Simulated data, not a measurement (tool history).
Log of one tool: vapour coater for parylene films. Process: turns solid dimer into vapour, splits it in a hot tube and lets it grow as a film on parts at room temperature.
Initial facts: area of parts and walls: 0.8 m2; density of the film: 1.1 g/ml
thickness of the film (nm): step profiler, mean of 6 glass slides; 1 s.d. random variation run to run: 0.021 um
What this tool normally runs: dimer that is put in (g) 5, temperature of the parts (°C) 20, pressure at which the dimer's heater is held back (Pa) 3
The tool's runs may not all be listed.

run	hour	dimer that is put in (g)	temperature of the parts (°C)	pressure at which the dimer's heater is held back (Pa)	thickness of the film (nm)
1	0	5	20	3	2990
2	29.9	5	27	3	2150
3	88.6	5	27	3	2150
4	119.8	5	20	3	2940
5	148.1	5	20	3	2920
6	206.4	5	20	3	2890
7	261.5	5	20	3	2890
8	294.1	5	20	3	2890
9	342.7	5	20	3	2830
10	378.7	5	20	3	2860
# hour 420.4: trap's valve overhauled
11	423.6	5	20	3	3190
12	458.8	5	20	3	3160
13	488.5	5	20	3	3190
14	544.1	5	20	3	3170
15	601.2	5	20	3	3120
16	653.5	2	20	3	1270
17	694.5	2	20	3	1260
18	759.8	2	20	3	1240
19	822.9	2	20	3	1230
20	885.3	5	20	5.59	2950
21	928.3	5	20	5.59	2910
22	964.1	5	30	3	1930
23	1015.7	5	30	3	1910
24	1083.8	5	14	3.87	3890
25	1125.9	5	14	3.87	3850
26	1187.5	5	14	3.87	3790
27	1235.1	5	12	7.48	4070
# hour 1279.6: trap's valve overhauled
28	1279.6	2	20	10.19	1240
29	1314.6	2	20	10.19	1250
30	1361.4	3	20	9.59	1860
31	1395.6	3	13	4.22	2670
32	1462.8	3	13	4.22	2640
33	1508.9	4	30	2.22	1670
# hour 1521: table's thermometer calibrated
34	1577	5	25	2.22	2370
35	1636.9	5	25	2.22	2420
36	1677	3	18	2.22	2000
37	1719.1	3	20	4.2	1760
38	1768	5	19	2.4	3120
39	1798.5	5	19	2.4	3110
40	1829.8	5	19	2.4	3100
41	1887.3	5	19	2.4	3070
42	1921.8	2	25	2.4	920
43	1965.1	2	25	2.11	930
44	1994.3	9	15	8.88	6200
45	2052.9	2	25	5.43	870
46	2100.6	2	25	5.43	850

4 options for the next run, each taken on its own from the tool as it stands now. Forecast them:
# hour 2143.3: trap's valve overhauled
A	2144.2	5	14	7.16	?
# hour 2143.3: trap's valve overhauled
B	2144.2	6	20	3	?
# hour 2143.3: trap's valve overhauled
C	2144.2	7	25	4.33	?
# hour 2143.3: trap's valve overhauled
D	2144.2	6	20	2.76	?

run	thickness of the film (nm)
A	4000
B	3820
C	3440
D	3860
Without the tool's hidden state the same runs would have given:
run	thickness of the film (nm)
A	3890
B	3720
C	3350
D	3760

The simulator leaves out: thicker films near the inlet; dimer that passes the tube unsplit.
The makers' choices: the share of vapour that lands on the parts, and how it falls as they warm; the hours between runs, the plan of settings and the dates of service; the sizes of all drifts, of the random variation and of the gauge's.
